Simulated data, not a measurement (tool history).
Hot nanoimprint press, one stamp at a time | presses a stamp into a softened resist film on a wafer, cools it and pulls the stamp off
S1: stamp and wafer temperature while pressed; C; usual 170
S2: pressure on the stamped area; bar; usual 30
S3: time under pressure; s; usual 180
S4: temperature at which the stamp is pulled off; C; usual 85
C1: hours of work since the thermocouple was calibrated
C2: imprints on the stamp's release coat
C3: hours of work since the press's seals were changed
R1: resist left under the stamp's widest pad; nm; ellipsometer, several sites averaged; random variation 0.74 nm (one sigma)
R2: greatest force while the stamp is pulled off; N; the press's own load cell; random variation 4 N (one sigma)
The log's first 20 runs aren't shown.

| run | hour | S1 | S2 | S3 | S4 | C1 | C2 | C3 | R1 | R2 |
|---|---|---|---|---|---|---|---|---|---|---|
| 21 | 1439.5 | 159 | 20.8 | 95 | 89 | 135 | 430 | 403 | 188.6 | 211 |
| 22 | 1510.8 | 170 | 30 | 221 | 71 | 186 | 784 | 454 | 81 | 281 |
| 23 | 1551.7 | 172 | 24.6 | 156 | 70 | 216 | 986 | 484 | 95 | 301 |
|  | 1588.4 | press's hydraulic seals changed and the load cell set to zero |
| 24 | 1637.8 | 170 | 30 | 91 | 90 | 272 | 1374 | 35 | 115.5 | 238 |
| 25 | 1725.2 | 170 | 30 | 91 | 90 | 334 | 1806 | 98 | 115 | 266 |
| 26 | 1762.4 | 170 | 30 | 91 | 75 | 361 | 1991 | 125 | 113.6 | 332 |
|  | 1779.8 | stamp cleaned and given a new release coat |
| 27 | 1821.2 | 170 | 30 | 91 | 75 | 399 | 205 | 163 | 113.5 | 234 |
| 28 | 1909 | 170 | 30 | 91 | 75 | 462 | 639 | 226 | 112.5 | 254 |
| 29 | 1998.1 | 167 | 45.2 | 180 | 85 | 526 | 1081 | 290 | 79.2 | 241 |
| 30 | 2034.2 | 161 | 33.2 | 180 | 89 | 552 | 1260 | 315 | 116.5 | 233 |

Forecast each of these 3 alternatives for the next run:
|  | 2095.5 | plate thermocouple calibrated |
| A | 2112 | 161 | 44.4 | 180 | 79 | 12 | 1631 | 369 | ? | ? |
|  | 2095.5 | plate thermocouple calibrated |
| B | 2112 | 170 | 30 | 90 | 76 | 12 | 1631 | 369 | ? | ? |
|  | 2095.5 | plate thermocouple calibrated |
| C | 2112 | 176 | 30 | 180 | 85 | 12 | 1631 | 369 | ? | ? |

| run | R1 | R2 |
|---|---|---|
| A | 110.7 | 292 |
| B | 120.6 | 319 |
| C | 71.7 | 268 |
Without the tool's hidden state the same runs would have given:
| run | R1 | R2 |
|---|---|---|
| A | 109.4 | 207 |
| B | 119.7 | 226 |
| C | 71.1 | 190 |
